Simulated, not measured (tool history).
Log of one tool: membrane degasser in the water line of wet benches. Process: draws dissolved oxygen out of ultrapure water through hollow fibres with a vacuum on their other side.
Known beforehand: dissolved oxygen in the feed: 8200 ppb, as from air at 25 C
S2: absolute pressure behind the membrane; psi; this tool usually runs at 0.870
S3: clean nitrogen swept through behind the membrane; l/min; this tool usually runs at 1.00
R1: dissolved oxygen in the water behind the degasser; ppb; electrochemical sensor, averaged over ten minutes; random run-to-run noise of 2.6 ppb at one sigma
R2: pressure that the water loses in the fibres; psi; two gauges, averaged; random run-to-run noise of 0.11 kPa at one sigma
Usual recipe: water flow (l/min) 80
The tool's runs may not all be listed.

Run 1, hour 0.0: usual settings. Result: R1 396.5 ppb, R2 4.078 psi.
Run 2, hour 41.6: usual settings. Result: R1 393.2 ppb, R2 4.084 psi.
Run 3, hour 87.1: usual settings. Result: R1 389.3 ppb, R2 4.071 psi.
Run 4, hour 108.0: usual settings but water flow (l/min) 94. Result: R1 443.1 ppb, R2 4.780 psi.
Run 5, hour 133.6: usual settings but water flow (l/min) 94. Result: R1 442.3 ppb, R2 4.798 psi.
Run 6, hour 167.5: usual settings but water flow (l/min) 77. Result: R1 382.0 ppb, R2 3.913 psi.
Run 7, hour 200.5: usual settings. Result: R1 390.2 ppb, R2 4.067 psi.
Run 8, hour 240.2: usual settings. Result: R1 392.6 ppb, R2 4.071 psi.
Run 9, hour 277.0: usual settings but water flow (l/min) 108, S2 0.795 psi, S3 2.43 l/min. Result: R1 257.9 ppb, R2 5.507 psi.
Run 10, hour 310.4: usual settings but water flow (l/min) 97, S2 0.795 psi, S3 0.60 l/min. Result: R1 494.0 ppb, R2 4.941 psi.
Run 11, hour 339.0: usual settings but water flow (l/min) 67, S3 0.47 l/min. Result: R1 526.8 ppb, R2 3.404 psi.
Run 12, hour 382.2: usual settings but water flow (l/min) 48, S2 1.165 psi, S3 0.46 l/min. Result: R1 724.5 ppb, R2 2.482 psi.
Run 13, hour 421.1: usual settings but water flow (l/min) 56, S2 0.638 psi, S3 0.85 l/min. Result: R1 149.4 ppb, R2 2.844 psi.
Run 14, hour 455.4: usual settings but water flow (l/min) 54, S2 0.541 psi, S3 2.02 l/min. Result: R1 41.1 ppb, R2 2.730 psi.
Run 15, hour 492.3: usual settings but water flow (l/min) 77, S2 0.541 psi, S3 0.54 l/min. Result: R1 128.6 ppb, R2 3.915 psi.

Put back what was entered between runs (1 entry, withheld): which listed runs does each sit between, and how does the hidden state differ from the listed run before to the listed run after?
In the gap between runs 10 and 11: seals of the vacuum lines changed (hour 331.6)
  air that leaks in behind the membrane, l/min: 0.0021 -> 0.002
